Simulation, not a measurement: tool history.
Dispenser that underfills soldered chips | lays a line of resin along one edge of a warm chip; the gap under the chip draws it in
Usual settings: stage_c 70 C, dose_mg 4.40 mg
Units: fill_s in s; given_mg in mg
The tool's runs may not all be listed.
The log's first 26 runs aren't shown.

run   hour  stage_c  dose_mg  hours of work since the syringe was changed  hours of work since the valve was cleaned  hours of work since the stage was calibrated  fill_s  given_mg
     173.1  -- new syringe of resin
 27  175.9       78     4.34                                            2                                        124                                           394    11.8      3.97
     182.3  -- dispensing valve cleaned and set on the balance
     183.2  -- new syringe of resin
 28  184.9       83     4.39                                            1                                          2                                           399     9.3      4.34
 29  191.4       61     4.17                                            6                                          7                                           404    28.5      4.15
     192.2  -- new syringe of resin
 30  197.0       62     4.50                                            4                                         11                                           408    24.4      4.49
     201.2  -- new syringe of resin
 31  205.9       79     4.70                                            4                                         17                                           415    11.8      4.58
     210.2  -- new syringe of resin
 32  211.9       58     5.53                                            1                                         22                                           419    28.0      5.42
 33  218.6       58     4.58                                            6                                         27                                           424    33.0      4.50
     219.4  -- new syringe of resin
 34  227.7       66     5.66                                            6                                         33                                           431    22.5      5.55
     228.7  -- new syringe of resin
 35  233.5       70     4.42                                            4                                         38                                           435    17.1      4.30

4 ways to go on from here, each from the tool as it stands after run 35. What would each give?
     237.6  -- new syringe of resin
  A  240.3       70     4.61                                            2                                         43                                           440       ?         ?
     237.6  -- new syringe of resin
  B  240.3       67     5.44                                            2                                         43                                           440       ?         ?
     237.6  -- new syringe of resin
  C  240.3       76     4.58                                            2                                         43                                           440       ?         ?
     237.6  -- new syringe of resin
  D  240.3       75     5.45                                            2                                         43                                           440       ?         ?

run  fill_s  given_mg
  A    16.7      4.49
  B    18.8      5.29
  C    12.3      4.51
  D    13.7      5.30
Without the tool's hidden state the same runs would have given:
run  fill_s  given_mg
  A    14.6      4.63
  B    16.4      5.46
  C    10.7      4.65
  D    12.0      5.47

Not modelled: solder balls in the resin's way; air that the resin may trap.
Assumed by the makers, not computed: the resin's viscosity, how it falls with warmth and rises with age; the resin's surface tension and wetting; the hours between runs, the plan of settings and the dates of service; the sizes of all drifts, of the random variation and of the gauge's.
